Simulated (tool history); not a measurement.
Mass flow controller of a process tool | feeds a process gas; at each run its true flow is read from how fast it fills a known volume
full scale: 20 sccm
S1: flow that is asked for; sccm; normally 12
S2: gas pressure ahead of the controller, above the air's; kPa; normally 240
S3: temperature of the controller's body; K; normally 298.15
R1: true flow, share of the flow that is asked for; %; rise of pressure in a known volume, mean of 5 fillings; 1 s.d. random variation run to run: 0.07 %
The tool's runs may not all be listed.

run	hour	S1	S2	S3	R1
1	0.0	12	240	298.15	98.78
2	235.3	12	240	298.15	98.82
3	447.4	2	240	298.15	101.36
4	713.9	12	254	298.15	98.64
5	861.7	12	240	298.15	98.63
6	1011.0	12	240	298.15	98.77
7	1290.8	12	240	308.15	99.35
8	1447.3	3	240	308.15	101.12
9	1678.0	8	240	308.15	99.42
10	1895.2	8	240	295.15	98.67
11	2091.2	8	240	295.15	98.56
12	2260.8	8	240	295.15	98.56
13	2513.3	12	240	295.15	98.61
14	2714.7	12	240	295.15	98.63
15	2999.6	12	240	295.15	98.45
16	3138.7	12	240	295.15	98.42
17	3387.1	12	240	295.15	98.40
18	3529.2	12	240	295.15	98.47
19	3704.7	12	240	295.15	98.34
20	3923.3	12	240	298.15	98.64
21	4058.0	12	172	298.15	98.78
22	4286.0	12	172	299.15	98.74
23	4411.5	12	172	299.15	98.71
24	4611.3	12	172	299.15	98.72
25	4743.7	12	170	305.15	99.17
26	4923.2	12	252	298.15	98.48
27	5123.7	12	144	304.15	99.03
28	5276.9	12	175	298.15	98.61
29	5398.8	13	160	310.15	99.39
30	5565.0	5	194	298.15	99.85
31	5812.9	7	161	298.15	99.07
32	6033.5	7	161	298.15	99.12
33	6280.7	8	240	298.15	98.89
34	6439.6	8	240	298.15	98.72
35	6662.8	11	240	298.15	98.52
36	6786.0	12	200	309.15	99.35
37	6920.1	17	240	298.15	98.49
38	7043.4	17	240	298.15	98.63
39	7229.1	4	155	299.15	101.03
40	7370.2	4	155	299.15	101.08
41	7549.6	18	276	298.15	98.38
42	7829.8	18	276	298.15	98.33
43	8056.8	15	182	307.15	99.16
44	8221.4	15	182	307.15	99.09
45	8348.0	15	273	307.15	98.92
46	8610.1	15	185	310.15	99.32
47	8870.5	10	238	302.15	98.89
48	9069.2	10	238	302.15	98.90

Alternative continuations, all from the tool just after run 48; predict every row:
A	9184.3	6	144	306.15	?
B	9184.3	11	171	300.15	?
C	9184.3	10	178	302.15	?
D	9184.3	4	240	298.15	?

run	R1
A	100.25
B	98.64
C	98.95
D	101.12
Without the tool's hidden state the same runs would have given:
run	R1
A	99.31
B	99.29
C	99.41
D	98.44
